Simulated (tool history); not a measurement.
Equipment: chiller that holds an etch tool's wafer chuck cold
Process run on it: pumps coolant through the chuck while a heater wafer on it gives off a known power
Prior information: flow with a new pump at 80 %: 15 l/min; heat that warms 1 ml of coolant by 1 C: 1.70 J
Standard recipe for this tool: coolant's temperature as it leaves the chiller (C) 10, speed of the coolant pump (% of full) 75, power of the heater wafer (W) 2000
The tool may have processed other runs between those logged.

run	hour	coolant's temperature as it leaves the chiller (C)	speed of the coolant pump (% of full)	power of the heater wafer (W)	chuck's temperature once it has settled (C)	how much warmer the coolant comes back (C)
1	0.0	10	75	2000	23.2	5.01
2	209.2	10	75	2631	27.3	6.66
3	300.1	10	75	2000	23.4	5.03
4	415.2	10	75	2000	23.4	5.05
5	582.3	10	75	2000	23.2	5.02
6	724.1	10	68	2000	24.3	5.55
7	856.0	10	68	2000	24.0	5.58
8	941.6	10	75	2000	23.3	4.99
9	1029.5	10	75	2000	23.3	5.04
10	1153.4	10	79	2000	22.9	4.76
11	1351.3	10	82	1409	19.0	3.22
12	1444.2	10	82	2489	25.7	5.74
13	1554.3	3	66	2240	19.1	6.36
14	1663.7	10	65	2065	25.0	5.93
15	1845.4	11	75	2649	28.4	6.69
16	2029.5	3	75	2557	19.9	6.37
17	2144.4	8	88	1615	17.7	3.44
18	2327.7	18	83	1615	28.2	3.67

What if the next run were any one of these 4? Each begins from the tool's condition after run 18:
A	2462.6	6	60	2334	?	?
B	2462.6	10	75	1346	?	?
C	2462.6	10	75	2720	?	?
D	2462.6	0	60	1097	?	?

run	chuck's temperature once it has settled (C)	how much warmer the coolant comes back (C)
A	23.8	7.37
B	19.1	3.38
C	28.2	6.83
D	8.5	3.44
With the hidden condition removed and each run's random variation left untouched, the same runs would have given:
run	chuck's temperature once it has settled (C)	how much warmer the coolant comes back (C)
A	23.8	7.35
B	19.0	3.38
C	28.1	6.82
D	8.5	3.43
